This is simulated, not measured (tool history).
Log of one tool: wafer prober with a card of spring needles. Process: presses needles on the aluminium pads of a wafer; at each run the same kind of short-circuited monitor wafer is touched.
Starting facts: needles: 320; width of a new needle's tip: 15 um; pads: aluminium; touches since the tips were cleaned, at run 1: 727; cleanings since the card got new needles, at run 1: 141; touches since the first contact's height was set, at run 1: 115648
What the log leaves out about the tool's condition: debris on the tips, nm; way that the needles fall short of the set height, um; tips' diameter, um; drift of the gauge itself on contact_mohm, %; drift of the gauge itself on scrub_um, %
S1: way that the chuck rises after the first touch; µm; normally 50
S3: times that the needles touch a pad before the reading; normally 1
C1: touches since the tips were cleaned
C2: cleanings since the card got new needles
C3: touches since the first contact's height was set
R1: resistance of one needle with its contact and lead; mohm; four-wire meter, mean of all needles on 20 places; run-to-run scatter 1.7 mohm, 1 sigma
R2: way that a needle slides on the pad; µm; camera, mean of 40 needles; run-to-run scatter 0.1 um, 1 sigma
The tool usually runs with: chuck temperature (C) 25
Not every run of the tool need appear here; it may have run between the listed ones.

{"run": 1, "hour": 0.0, "S1": 50, "chuck temperature (C)": 25, "S3": 1, "C1": 727, "C2": 141, "C3": 115648, "R1": 210, "R2": 8.07}
{"hour": 4.5, "done": "tips cleaned on abrasive film"}
{"hour": 12.0, "done": "tips cleaned on abrasive film"}
{"hour": 19.5, "done": "tips cleaned on abrasive film"}
{"run": 2, "hour": 23.3, "S1": 50, "chuck temperature (C)": 25, "S3": 1, "C1": 1099, "C2": 144, "C3": 122301, "R1": 226, "R2": 7.78}
{"hour": 26.4, "done": "tips cleaned on abrasive film"}
{"hour": 32.4, "done": "tips cleaned on abrasive film"}
{"hour": 38.4, "done": "tips cleaned on abrasive film"}
{"hour": 45.9, "done": "tips cleaned on abrasive film"}
{"hour": 51.9, "done": "tips cleaned on abrasive film"}
{"run": 3, "hour": 56.1, "S1": 50, "chuck temperature (C)": 25, "S3": 2, "C1": 1230, "C2": 149, "C3": 131650, "R1": 205, "R2": 7.79}
{"hour": 59.2, "done": "tips cleaned on abrasive film"}
{"hour": 65.2, "done": "tips cleaned on abrasive film"}
{"hour": 71.2, "done": "tips cleaned on abrasive film"}
{"hour": 77.2, "done": "tips cleaned on abrasive film"}
{"hour": 83.2, "done": "tips cleaned on abrasive film"}
{"run": 4, "hour": 87.2, "S1": 50, "chuck temperature (C)": 25, "S3": 1, "C1": 1161, "C2": 154, "C3": 140501, "R1": 228, "R2": 8.01}
{"hour": 90.3, "done": "tips cleaned on abrasive film"}
{"hour": 96.3, "done": "tips cleaned on abrasive film"}
{"hour": 103.8, "done": "tips cleaned on abrasive film"}
{"hour": 109.8, "done": "tips cleaned on abrasive film"}
{"hour": 115.8, "done": "tips cleaned on abrasive film"}
{"hour": 121.8, "done": "tips cleaned on abrasive film"}
{"hour": 123.5, "done": "height of the first contact set anew"}
{"hour": 128.1, "done": "tips cleaned on abrasive film"}
{"hour": 134.1, "done": "tips cleaned on abrasive film"}
{"run": 5, "hour": 137.3, "S1": 50, "chuck temperature (C)": 25, "S3": 1, "C1": 920, "C2": 162, "C3": 3910, "R1": 212, "R2": 8.73}
{"hour": 140.3, "done": "tips cleaned on abrasive film"}
{"hour": 147.8, "done": "tips cleaned on abrasive film"}
{"hour": 153.8, "done": "tips cleaned on abrasive film"}
{"hour": 159.8, "done": "tips cleaned on abrasive film"}
{"run": 6, "hour": 162.4, "S1": 34, "chuck temperature (C)": 25, "S3": 1, "C1": 740, "C2": 166, "C3": 11062, "R1": 253, "R2": 5.85}
{"hour": 166.9, "done": "tips cleaned on abrasive film"}
{"hour": 172.9, "done": "tips cleaned on abrasive film"}
{"hour": 178.9, "done": "tips cleaned on abrasive film"}
{"hour": 186.4, "done": "tips cleaned on abrasive film"}
{"run": 7, "hour": 189.2, "S1": 34, "chuck temperature (C)": 25, "S3": 1, "C1": 803, "C2": 170, "C3": 18700, "R1": 257, "R2": 5.9}
{"hour": 193.7, "done": "tips cleaned on abrasive film"}
{"hour": 199.7, "done": "tips cleaned on abrasive film"}
{"hour": 207.2, "done": "tips cleaned on abrasive film"}
{"hour": 214.7, "done": "tips cleaned on abrasive film"}
{"hour": 220.7, "done": "tips cleaned on abrasive film"}
{"hour": 226.7, "done": "tips cleaned on abrasive film"}
{"hour": 232.7, "done": "tips cleaned on abrasive film"}
{"hour": 240.2, "done": "tips cleaned on abrasive film"}
{"run": 8, "hour": 240.6, "S1": 34, "chuck temperature (C)": 25, "S3": 1, "C1": 125, "C2": 178, "C3": 33351, "R1": 197, "R2": 5.79}
{"hour": 246.6, "done": "tips cleaned on abrasive film"}
{"hour": 252.6, "done": "tips cleaned on abrasive film"}
{"hour": 258.7, "done": "tips cleaned on abrasive film"}
{"hour": 266.1, "done": "tips cleaned on abrasive film"}
{"hour": 273.6, "done": "tips cleaned on abrasive film"}
{"hour": 281.1, "done": "tips cleaned on abrasive film"}
{"run": 9, "hour": 282.2, "S1": 50, "chuck temperature (C)": 91, "S3": 1, "C1": 315, "C2": 184, "C3": 45202, "R1": 200, "R2": 8.39}
{"hour": 288.2, "done": "tips cleaned on abrasive film"}
{"hour": 294.2, "done": "tips cleaned on abrasive film"}
{"hour": 300.2, "done": "tips cleaned on abrasive film"}
{"hour": 306.2, "done": "tips cleaned on abrasive film"}
{"hour": 313.7, "done": "tips cleaned on abrasive film"}
{"hour": 319.7, "done": "tips cleaned on abrasive film"}
{"run": 10, "hour": 322.6, "S1": 50, "chuck temperature (C)": 25, "S3": 1, "C1": 843, "C2": 190, "C3": 56726, "R1": 213, "R2": 8.34}
{"hour": 327.2, "done": "tips cleaned on abrasive film"}
{"hour": 333.2, "done": "tips cleaned on abrasive film"}
{"hour": 339.2, "done": "tips cleaned on abrasive film"}
{"hour": 345.2, "done": "tips cleaned on abrasive film"}
{"hour": 352.7, "done": "tips cleaned on abrasive film"}
{"hour": 358.7, "done": "tips cleaned on abrasive film"}
{"hour": 364.7, "done": "tips cleaned on abrasive film"}
{"run": 11, "hour": 366.9, "S1": 49, "chuck temperature (C)": 25, "S3": 1, "C1": 651, "C2": 197, "C3": 69339, "R1": 208, "R2": 8.05}
{"hour": 371.5, "done": "tips cleaned on abrasive film"}
{"hour": 377.5, "done": "tips cleaned on abrasive film"}
{"hour": 383.5, "done": "tips cleaned on abrasive film"}
{"hour": 395.5, "done": "card fitted with new needles"}
{"hour": 401.5, "done": "tips cleaned on abrasive film"}
{"hour": 409.0, "done": "tips cleaned on abrasive film"}
{"run": 12, "hour": 409.8, "S1": 50, "chuck temperature (C)": 25, "S3": 1, "C1": 241, "C2": 2, "C3": 4086, "R1": 181, "R2": 8.69}
{"hour": 415.8, "done": "tips cleaned on abrasive film"}
{"hour": 421.8, "done": "tips cleaned on abrasive film"}
{"hour": 427.8, "done": "tips cleaned on abrasive film"}
{"run": 13, "hour": 431.3, "S1": 50, "chuck temperature (C)": 25, "S3": 1, "C1": 995, "C2": 5, "C3": 10209, "R1": 201, "R2": 8.71}
{"hour": 434.3, "done": "tips cleaned on abrasive film"}
{"hour": 440.3, "done": "tips cleaned on abrasive film"}
{"hour": 446.3, "done": "tips cleaned on abrasive film"}
{"hour": 452.3, "done": "tips cleaned on abrasive film"}
{"hour": 459.8, "done": "tips cleaned on abrasive film"}
{"hour": 467.3, "done": "tips cleaned on abrasive film"}
{"hour": 473.3, "done": "tips cleaned on abrasive film"}
{"run": 14, "hour": 476.9, "S1": 50, "chuck temperature (C)": 25, "S3": 2, "C1": 1039, "C2": 12, "C3": 23210, "R1": 193, "R2": 8.47}
{"hour": 480.0, "done": "tips cleaned on abrasive film"}
{"hour": 486.0, "done": "tips cleaned on abrasive film"}
{"hour": 492.0, "done": "tips cleaned on abrasive film"}
{"hour": 499.5, "done": "tips cleaned on abrasive film"}
{"hour": 506.9, "done": "tips cleaned on abrasive film"}
{"hour": 512.9, "done": "tips cleaned on abrasive film"}
{"run": 15, "hour": 514.8, "S1": 50, "chuck temperature (C)": 27, "S3": 1, "C1": 534, "C2": 18, "C3": 33999, "R1": 191, "R2": 8.39}

Run 16, settings as shown, results not yet in. Your forecast:
{"hour": 519.3, "done": "tips cleaned on abrasive film"}
{"hour": 526.8, "done": "tips cleaned on abrasive film"}
{"hour": 532.8, "done": "tips cleaned on abrasive film"}
{"hour": 538.8, "done": "tips cleaned on abrasive film"}
{"hour": 546.3, "done": "tips cleaned on abrasive film"}
{"run": 16, "hour": 551.4, "S1": 50, "chuck temperature (C)": 93, "S3": 2, "C1": 1467, "C2": 23, "C3": 44438, "R1": "?", "R2": "?"}

For run 16 the tool returned R1 204 mohm, R2 8.49 µm.
If the tool had no hidden condition, the same run with the same run-to-run variation would have returned R1 178 mohm, R2 8.77 µm.

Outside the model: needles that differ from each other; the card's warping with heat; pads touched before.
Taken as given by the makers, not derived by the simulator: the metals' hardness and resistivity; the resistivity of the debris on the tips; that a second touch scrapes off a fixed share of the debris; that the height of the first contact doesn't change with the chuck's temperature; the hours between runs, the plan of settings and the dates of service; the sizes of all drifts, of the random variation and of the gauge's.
